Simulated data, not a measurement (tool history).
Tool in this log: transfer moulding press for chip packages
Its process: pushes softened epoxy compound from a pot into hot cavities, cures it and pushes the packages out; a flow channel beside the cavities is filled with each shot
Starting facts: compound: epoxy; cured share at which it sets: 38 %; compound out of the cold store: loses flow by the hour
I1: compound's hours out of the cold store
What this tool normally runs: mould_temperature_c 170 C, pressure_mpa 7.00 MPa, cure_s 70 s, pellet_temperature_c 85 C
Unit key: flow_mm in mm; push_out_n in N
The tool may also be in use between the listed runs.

{"run": 1, "hour": 0.0, "mould_temperature_c": 170, "pressure_mpa": 7.0, "cure_s": 70, "pellet_temperature_c": 85, "I1": 23.4, "flow_mm": 495.5, "push_out_n": 269}
{"hour": 25.7, "done": "cavities cleaned with cleaning compound and waxed"}
{"hour": 39.1, "done": "plunger's sealing rings changed"}
{"run": 2, "hour": 53.2, "mould_temperature_c": 170, "pressure_mpa": 7.0, "cure_s": 70, "pellet_temperature_c": 85, "I1": 14.7, "flow_mm": 520.5, "push_out_n": 235}
{"hour": 92.3, "done": "cavities cleaned with cleaning compound and waxed"}
{"run": 3, "hour": 111.4, "mould_temperature_c": 170, "pressure_mpa": 7.0, "cure_s": 70, "pellet_temperature_c": 85, "I1": 31.0, "flow_mm": 495.4, "push_out_n": 245}
{"run": 4, "hour": 151.3, "mould_temperature_c": 170, "pressure_mpa": 7.0, "cure_s": 70, "pellet_temperature_c": 85, "I1": 37.4, "flow_mm": 483.6, "push_out_n": 281}
{"hour": 155.8, "done": "cavities cleaned with cleaning compound and waxed"}
{"hour": 164.5, "done": "mould's thermocouples calibrated"}
{"run": 5, "hour": 212.5, "mould_temperature_c": 170, "pressure_mpa": 6.03, "cure_s": 70, "pellet_temperature_c": 85, "I1": 8.3, "flow_mm": 483.2, "push_out_n": 299}
{"hour": 224.7, "done": "cavities cleaned with cleaning compound and waxed"}
{"run": 6, "hour": 254.6, "mould_temperature_c": 170, "pressure_mpa": 7.0, "cure_s": 70, "pellet_temperature_c": 85, "I1": 19.1, "flow_mm": 503.6, "push_out_n": 269}
{"hour": 288.3, "done": "cavities cleaned with cleaning compound and waxed"}
{"run": 7, "hour": 288.3, "mould_temperature_c": 170, "pressure_mpa": 7.0, "cure_s": 70, "pellet_temperature_c": 85, "I1": 28.4, "flow_mm": 488.3, "push_out_n": 213}
{"hour": 305.8, "done": "plunger's sealing rings changed"}
{"run": 8, "hour": 334.0, "mould_temperature_c": 177, "pressure_mpa": 7.0, "cure_s": 70, "pellet_temperature_c": 85, "I1": 14.5, "flow_mm": 509.6, "push_out_n": 274}
{"hour": 355.5, "done": "cavities cleaned with cleaning compound and waxed"}
{"run": 9, "hour": 378.3, "mould_temperature_c": 170, "pressure_mpa": 7.0, "cure_s": 70, "pellet_temperature_c": 77, "I1": 34.8, "flow_mm": 493.7, "push_out_n": 255}
{"run": 10, "hour": 404.8, "mould_temperature_c": 170, "pressure_mpa": 7.0, "cure_s": 70, "pellet_temperature_c": 77, "I1": 14.8, "flow_mm": 518.4, "push_out_n": 290}
{"hour": 421.8, "done": "cavities cleaned with cleaning compound and waxed"}
{"run": 11, "hour": 433.2, "mould_temperature_c": 170, "pressure_mpa": 7.0, "cure_s": 70, "pellet_temperature_c": 77, "I1": 39.9, "flow_mm": 481.0, "push_out_n": 227}
{"run": 12, "hour": 477.4, "mould_temperature_c": 170, "pressure_mpa": 7.0, "cure_s": 70, "pellet_temperature_c": 77, "I1": 18.7, "flow_mm": 507.5, "push_out_n": 309}
{"hour": 485.5, "done": "cavities cleaned with cleaning compound and waxed"}
{"run": 13, "hour": 532.6, "mould_temperature_c": 170, "pressure_mpa": 5.8, "cure_s": 88, "pellet_temperature_c": 78, "I1": 47.5, "flow_mm": 423.3, "push_out_n": 263}
{"hour": 551.9, "done": "cavities cleaned with cleaning compound and waxed"}
{"hour": 571.7, "done": "plunger's sealing rings changed"}
{"run": 14, "hour": 580.5, "mould_temperature_c": 174, "pressure_mpa": 7.0, "cure_s": 106, "pellet_temperature_c": 84, "I1": 14.2, "flow_mm": 515.6, "push_out_n": 232}
{"hour": 618.4, "done": "cavities cleaned with cleaning compound and waxed"}
{"run": 15, "hour": 618.4, "mould_temperature_c": 170, "pressure_mpa": 7.0, "cure_s": 70, "pellet_temperature_c": 80, "I1": 10.3, "flow_mm": 527.1, "push_out_n": 200}
{"run": 16, "hour": 666.0, "mould_temperature_c": 170, "pressure_mpa": 7.0, "cure_s": 70, "pellet_temperature_c": 80, "I1": 21.0, "flow_mm": 511.4, "push_out_n": 290}
{"hour": 683.8, "done": "cavities cleaned with cleaning compound and waxed"}
{"run": 17, "hour": 691.5, "mould_temperature_c": 170, "pressure_mpa": 8.51, "cure_s": 70, "pellet_temperature_c": 83, "I1": 45.5, "flow_mm": 523.4, "push_out_n": 223}
{"run": 18, "hour": 741.9, "mould_temperature_c": 170, "pressure_mpa": 8.51, "cure_s": 70, "pellet_temperature_c": 83, "I1": 34.6, "flow_mm": 536.4, "push_out_n": 302}
{"hour": 748.7, "done": "cavities cleaned with cleaning compound and waxed"}
{"run": 19, "hour": 792.5, "mould_temperature_c": 170, "pressure_mpa": 7.0, "cure_s": 66, "pellet_temperature_c": 76, "I1": 46.5, "flow_mm": 467.4, "push_out_n": 306}
{"hour": 814.3, "done": "cavities cleaned with cleaning compound and waxed"}
{"hour": 837.0, "done": "plunger's sealing rings changed"}
{"run": 20, "hour": 837.0, "mould_temperature_c": 162, "pressure_mpa": 7.0, "cure_s": 70, "pellet_temperature_c": 92, "I1": 31.3, "flow_mm": 511.8, "push_out_n": 352}
{"hour": 882.2, "done": "cavities cleaned with cleaning compound and waxed"}
{"run": 21, "hour": 885.3, "mould_temperature_c": 163, "pressure_mpa": 8.24, "cure_s": 68, "pellet_temperature_c": 92, "I1": 39.3, "flow_mm": 539.5, "push_out_n": 285}
{"run": 22, "hour": 935.2, "mould_temperature_c": 176, "pressure_mpa": 5.87, "cure_s": 68, "pellet_temperature_c": 92, "I1": 38.5, "flow_mm": 433.1, "push_out_n": 266}
{"hour": 948.1, "done": "cavities cleaned with cleaning compound and waxed"}
{"run": 23, "hour": 969.9, "mould_temperature_c": 176, "pressure_mpa": 5.87, "cure_s": 68, "pellet_temperature_c": 92, "I1": 40.2, "flow_mm": 430.7, "push_out_n": 236}

3 options for the next run, each taken on its own from the tool as it stands now. Forecast them:
{"hour": 1014.2, "done": "cavities cleaned with cleaning compound and waxed"}
{"run": "A", "hour": 1014.7, "mould_temperature_c": 175, "pressure_mpa": 5.87, "cure_s": 105, "pellet_temperature_c": 77, "I1": 24.6, "flow_mm": "?", "push_out_n": "?"}
{"hour": 1014.2, "done": "cavities cleaned with cleaning compound and waxed"}
{"run": "B", "hour": 1014.7, "mould_temperature_c": 170, "pressure_mpa": 5.5, "cure_s": 70, "pellet_temperature_c": 85, "I1": 12.7, "flow_mm": "?", "push_out_n": "?"}
{"hour": 1014.2, "done": "cavities cleaned with cleaning compound and waxed"}
{"run": "C", "hour": 1014.7, "mould_temperature_c": 166, "pressure_mpa": 5.87, "cure_s": 68, "pellet_temperature_c": 92, "I1": 38.4, "flow_mm": "?", "push_out_n": "?"}

run=A flow_mm=447.2 push_out_n=189
run=B flow_mm=454.6 push_out_n=208
run=C flow_mm=444.1 push_out_n=233
What these runs would have given with no unlogged condition in the tool:
run=A flow_mm=459.2 push_out_n=182
run=B flow_mm=467.0 push_out_n=205
run=C flow_mm=456.2 push_out_n=232
